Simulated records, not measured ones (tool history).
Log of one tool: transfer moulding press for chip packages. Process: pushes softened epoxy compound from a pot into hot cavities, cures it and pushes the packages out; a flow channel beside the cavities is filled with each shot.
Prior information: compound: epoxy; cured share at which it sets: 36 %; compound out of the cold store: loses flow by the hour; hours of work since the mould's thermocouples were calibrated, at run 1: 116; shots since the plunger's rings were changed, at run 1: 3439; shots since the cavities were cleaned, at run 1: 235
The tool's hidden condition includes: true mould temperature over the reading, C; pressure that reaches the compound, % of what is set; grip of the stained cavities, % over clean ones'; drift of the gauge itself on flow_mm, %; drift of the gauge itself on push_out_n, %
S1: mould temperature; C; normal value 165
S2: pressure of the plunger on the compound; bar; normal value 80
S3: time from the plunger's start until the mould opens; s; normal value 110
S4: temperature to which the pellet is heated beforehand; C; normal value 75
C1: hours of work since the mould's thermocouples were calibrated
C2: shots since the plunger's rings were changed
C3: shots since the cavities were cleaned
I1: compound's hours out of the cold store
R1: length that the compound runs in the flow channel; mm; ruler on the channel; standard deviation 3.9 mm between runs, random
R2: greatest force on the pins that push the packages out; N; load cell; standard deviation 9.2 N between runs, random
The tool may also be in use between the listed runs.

Run 1, hour 0: usual settings; C1 116; C2 3439; C3 235; I1 13. Result: R1 679 mm, R2 458 N.
Run 2, hour 5.6: usual settings; C1 119; C2 3480; C3 276; I1 44.4. Result: R1 604 mm, R2 480 N.
Run 3, hour 14.1: usual settings; C1 122; C2 3543; C3 339; I1 47.2. Result: R1 600 mm, R2 470 N.
Run 4, hour 25.1: usual settings but S3 117 s; C1 126; C2 3624; C3 420; I1 17.3. Result: R1 657 mm, R2 469 N.
Run 5, hour 36: usual settings; C1 131; C2 3704; C3 500; I1 29.3. Result: R1 631 mm, R2 507 N.
Run 6, hour 41.8: usual settings; C1 133; C2 3747; C3 543; I1 9.3. Result: R1 683 mm, R2 502 N.
Run 7, hour 48.2: usual settings; C1 136; C2 3795; C3 591; I1 41.1. Result: R1 609 mm, R2 513 N.
At hour 55.9: cavities cleaned with cleaning compound and waxed.
Run 8, hour 58.4: usual settings; C1 139; C2 3858; C3 18; I1 25.9. Result: R1 642 mm, R2 415 N.
Run 9, hour 68.6: usual settings; C1 144; C2 3934; C3 94; I1 38.3. Result: R1 613 mm, R2 438 N.
Run 10, hour 75.2: usual settings; C1 146; C2 3982; C3 142; I1 9.3. Result: R1 682 mm, R2 463 N.
Run 11, hour 82.7: usual settings; C1 149; C2 4038; C3 198; I1 38.1. Result: R1 615 mm, R2 447 N.
At hour 95.9: plunger's sealing rings changed.
Run 12, hour 96.4: usual settings; C1 154; C2 4; C3 281; I1 47.6. Result: R1 639 mm, R2 455 N.
Run 13, hour 106.9: usual settings; C1 158; C2 81; C3 358; I1 30. Result: R1 682 mm, R2 483 N.
Run 14, hour 117.2: usual settings; C1 162; C2 157; C3 434; I1 43.9. Result: R1 647 mm, R2 479 N.
Run 15, hour 125.2: usual settings; C1 166; C2 215; C3 492; I1 38.7. Result: R1 656 mm, R2 496 N.
Run 16, hour 136.7: usual settings but S1 170 C, S2 69.8 bar, S3 92 s; C1 170; C2 300; C3 577; I1 30.1. Result: R1 623 mm, R2 515 N.
At hour 146.1: cavities cleaned with cleaning compound and waxed.
Run 17, hour 146.1: usual settings but S1 170 C, S2 69.8 bar, S3 92 s; C1 174; C2 359; C3 0; I1 33.5. Result: R1 613 mm, R2 419 N.
Run 18, hour 156.6: usual settings but S1 170 C, S2 69.8 bar, S3 92 s; C1 178; C2 436; C3 77; I1 21.5. Result: R1 638 mm, R2 456 N.
Run 19, hour 164.5: usual settings but S1 167 C, S2 98.6 bar, S3 118 s, S4 65 C; C1 181; C2 494; C3 135; I1 24.1. Result: R1 765 mm, R2 402 N.
Run 20, hour 170.6: usual settings but S1 170 C, S2 68.7 bar, S3 105 s; C1 184; C2 540; C3 181; I1 24.4. Result: R1 630 mm, R2 416 N.
Run 21, hour 176: usual settings but S1 169 C, S4 66 C; C1 186; C2 579; C3 220; I1 30.9. Result: R1 656 mm, R2 388 N.
Run 22, hour 187.3: usual settings but S1 169 C, S4 66 C; C1 190; C2 662; C3 303; I1 20. Result: R1 688 mm, R2 430 N.
Run 23, hour 193.1: usual settings but S1 169 C, S4 84 C; C1 193; C2 705; C3 346; I1 22.1. Result: R1 676 mm, R2 449 N.
Run 24, hour 203.2: usual settings but S1 169 C, S4 84 C; C1 197; C2 780; C3 421; I1 24.4. Result: R1 675 mm, R2 458 N.
Run 25, hour 210.7: usual settings but S1 159 C, S2 99.1 bar, S3 107 s; C1 200; C2 835; C3 476; I1 12. Result: R1 814 mm, R2 760 N.
Run 26, hour 219.7: usual settings but S1 159 C, S2 99.1 bar, S3 107 s; C1 204; C2 901; C3 542; I1 46.2. Result: R1 722 mm, R2 716 N.
Run 27, hour 226.1: usual settings but S1 172 C, S2 70.1 bar, S3 134 s, S4 69 C; C1 206; C2 949; C3 590; I1 30.4. Result: R1 605 mm, R2 464 N.
At hour 233.7: cavities cleaned with cleaning compound and waxed.
Run 28, hour 235.4: usual settings but S1 171 C, S2 65.2 bar, S3 134 s, S4 74 C; C1 209; C2 1006; C3 13; I1 25.6. Result: R1 601 mm, R2 363 N.

What if the next run were any one of these 4? Each begins from the tool's condition after run 28:
Run A, hour 242.7: usual settings but S2 95.5 bar, S3 104 s, S4 74 C; C1 212; C2 1060; C3 67; I1 20.6. Result: R1 ?, R2 ?.
Run B, hour 242.7: usual settings but S2 76.5 bar, S3 150 s; C1 212; C2 1060; C3 67; I1 15.3. Result: R1 ?, R2 ?.
Run C, hour 242.7: usual settings but S1 171 C, S2 65.2 bar, S3 134 s, S4 81 C; C1 212; C2 1060; C3 67; I1 43. Result: R1 ?, R2 ?.
Run D, hour 242.7: usual settings but S1 162 C, S3 102 s, S4 73 C; C1 212; C2 1060; C3 67; I1 33.9. Result: R1 ?, R2 ?.

run   R1   R2
  A  759  441
  B  683  383
  C  570  395
  D  667  542
The same runs, with their run-to-run variation unchanged, on a tool lacking any hidden condition would have given:
run   R1   R2
  A  776  428
  B  699  366
  C  583  377
  D  682  530

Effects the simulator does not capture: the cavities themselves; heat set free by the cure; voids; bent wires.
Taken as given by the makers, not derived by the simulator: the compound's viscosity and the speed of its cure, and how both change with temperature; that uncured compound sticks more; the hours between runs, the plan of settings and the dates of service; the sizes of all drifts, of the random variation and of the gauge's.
